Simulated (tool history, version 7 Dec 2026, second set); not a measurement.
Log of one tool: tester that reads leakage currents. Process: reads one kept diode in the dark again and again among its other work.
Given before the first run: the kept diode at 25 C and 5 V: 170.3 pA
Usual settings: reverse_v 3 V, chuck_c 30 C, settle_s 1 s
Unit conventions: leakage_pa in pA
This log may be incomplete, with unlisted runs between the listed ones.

run   hour  reverse_v  chuck_c  settle_s  leakage_pa
  1      0          3       30         1      178.61
  2   22.7          3       30         1      178.78
  3   48.7          3       30         1      177.32
  4   65.8          3       30         1      178.64
  5   82.2          3       30         1      177.91
  6   98.3          3       30         1       177.7
  7  116.6          3       30         1       178.8
  8    136          3       30         1      178.99
  9  156.9          3       37         1      321.29
 10  185.1          3       37         1      320.85
 11  201.7          3       30         1      177.82
     206.9  -- tester calibrated
 12    226          3       30      2.36      176.84
 13  243.2          3       30      2.36       177.3
 14  257.7          3       30      1.09       175.6
 15  290.4          3       30      6.46       176.4
     305.2  -- tester calibrated, once more
 16  314.2          3       30      6.46      177.69
 17  334.2          3       22         1       87.98
 18  351.1          3       22         1       88.23
 19  383.2          3       22         1       88.25
 20  399.7          3       22         1       88.24
 21  425.3       1.41       25         1       73.63
 22  443.7       1.41       25         1       73.75
 23  476.7       9.16       30       0.7      341.93
 24  504.3       9.16       30       0.7      342.46
 25  529.9          3       27       7.9      135.53
 26  544.4          7       28      6.31      244.44
 27  570.7       6.85       30         1      288.83
 28  598.6      15.93       60      0.86     4959.79
 29  621.4        8.9       32      0.35      402.05
 30  643.6      11.94       38      1.48      772.75
 31  657.9       6.35       25      3.22       179.2
 32  680.3       6.35       25      3.22      178.99
 33  703.2       9.15       23      0.52      189.02
 34  722.6       9.15       23      0.52      189.17
 35    741       3.08       55      0.77     1317.89
 36  769.5       3.08       29      1.01      164.64
 37  790.9       3.08       29      1.01      163.37

Table of differences, measured result less the result of that run with no hidden state. Run-to-run variation is the same in both. Gauge scatter possibly is not:
Hidden conditions of the tool in this case: stray current of the dirty probe card, pA a volt; current scale over the true one, %; true chuck temperature over the reading, C; drift of the gauge itself on leakage_pa, %.
run  leakage_pa
  1      -18.45
  2      -18.59
  3       -18.6
  4       -18.8
  5      -18.82
  6       -18.9
  7      -19.12
  8      -19.23
  9      -34.19
 10      -34.56
 11      -19.48
 12         -20
 13      -20.15
 14      -20.02
 15       -20.3
 16      -19.19
 17       -9.04
 18       -9.08
 19       -9.12
 20       -9.13
 21       -8.39
 22       -8.45
 23       -35.4
 24      -35.59
 25      -15.25
 26      -25.73
 27      -31.27
 28     -533.82
 29      -43.58
 30      -86.99
 31      -18.08
 32      -18.08
 33      -16.08
 34      -16.07
 35     -155.88
 36      -19.76
 37      -19.72

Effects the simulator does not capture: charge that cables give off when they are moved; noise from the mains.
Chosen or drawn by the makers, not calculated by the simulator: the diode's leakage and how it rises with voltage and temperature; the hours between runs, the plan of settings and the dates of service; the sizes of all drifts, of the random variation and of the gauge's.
